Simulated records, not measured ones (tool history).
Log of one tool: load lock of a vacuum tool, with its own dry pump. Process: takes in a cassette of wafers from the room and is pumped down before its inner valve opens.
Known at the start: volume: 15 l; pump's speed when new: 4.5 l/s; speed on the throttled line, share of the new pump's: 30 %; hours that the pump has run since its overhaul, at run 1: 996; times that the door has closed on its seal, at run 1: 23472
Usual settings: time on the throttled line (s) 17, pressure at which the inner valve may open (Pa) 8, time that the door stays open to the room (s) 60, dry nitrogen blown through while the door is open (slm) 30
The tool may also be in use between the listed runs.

run	hour	time on the throttled line (s)	pressure at which the inner valve may open (Pa)	time that the door stays open to the room (s)	dry nitrogen blown through while the door is open (slm)	hours that the pump has run since its overhaul	times that the door has closed on its seal	incoming humidity of the room's air, %	time from the closed door until the inner valve may open (s)	rise of the pressure with all valves shut (Pa/min)
1	0.0	17	8	60	30	996	23472	45.9	44.9	0.135
2	153.2	17	8	60	30	1149	24197	42.2	44.0	0.137
3	304.6	17	8	60	30	1300	24914	46.1	44.0	0.147
4	380.2	17	8	60	30	1376	25271	46.7	44.0	0.153
5	490.2	17	8	60	30	1486	25792	46.9	44.0	0.158
6	586.9	17	8	60	30	1582	26250	40.8	44.7	0.159
7	658.6	17	8	60	30	1654	26589	41.9	44.8	0.158
8	782.6	28	8	60	30	1778	27176	46.7	52.6	0.170
9	905.1	28	8	60	30	1901	27756	43.2	52.8	0.170
10	1000.8	28	8	60	30	1996	28209	46.3	52.0	0.174
11	1156.7	17	8	60	30	2152	28947	47.6	44.5	0.182
12	1329.1	17	8	60	30	2325	29763	47.3	45.0	0.189
13	1406.8	17	8	60	30	2402	30131	42.9	44.3	0.186
14	1489.6	17	8	60	30	2485	30522	45.3	45.4	0.193
15	1649.5	17	8	60	30	2645	31279	45.7	45.3	0.198
16	1760.0	17	8	60	30	2756	31802	46.2	44.9	0.206
17	1913.4	17	8	60	30	2909	32528	45.2	44.8	0.210
18	1990.6	17	8	60	4	2986	32894	42.8	45.0	0.225
19	2088.3	17	8	60	4	3084	33356	43.4	45.0	0.224
20	2180.7	11	8	27	5	3176	33794	44.0	40.7	0.213
21	2338.0	28	8	60	30	3334	34538	46.9	52.8	0.221
22	2487.8	17	8	183	30	3483	35247	51.0	45.0	0.268
23	2596.6	11	8	95	9	3592	35762	40.6	41.7	0.250
24	2720.0	11	8	95	9	3716	36346	45.7	42.2	0.263
25	2882.5	17	8	34	30	3878	37115	42.4	45.9	0.230
26	3007.6	17	8	34	30	4003	37707	43.2	45.7	0.253
27	3104.5	17	8	34	4	4100	38166	43.3	45.2	0.252
28	3266.3	17	8	34	4	4262	38932	44.7	46.0	0.266
29	3339.1	21	15	60	30	4335	39277	44.7	45.9	0.269
30	3468.4	9	8	209	37	4464	39888	44.7	40.4	0.306
31	3613.7	8	8	209	37	4609	40576	42.3	40.0	0.306
32	3778.4	17	8	71	13	4774	41356	46.6	45.8	0.302
33	3899.4	17	8	53	15	4895	41928	42.5	45.2	0.286
34	3994.6	17	8	53	15	4990	42379	44.8	45.6	0.298
35	4111.6	17	8	53	15	5107	42933	44.2	45.9	0.302
36	4262.6	17	8	53	15	5258	43647	42.7	45.8	0.311
37	4362.4	17	8	53	15	5358	44120	46.2	45.9	0.322

Forecast each of these 3 alternatives for the next run:
A	4477.4	9	8	49	6	5473	44664	45.9	?	?
B	4477.4	17	8	53	15	5473	44664	46.1	?	?
C	4477.4	14	11	60	6	5473	44664	43.0	?	?

run	time from the closed door until the inner valve may open (s)	rise of the pressure with all valves shut (Pa/min)
A	41.1	0.323
B	46.7	0.326
C	43.3	0.325
Without the tool's hidden state the same runs would have given:
run	time from the closed door until the inner valve may open (s)	rise of the pressure with all valves shut (Pa/min)
A	38.5	0.039
B	44.3	0.039
C	40.8	0.041
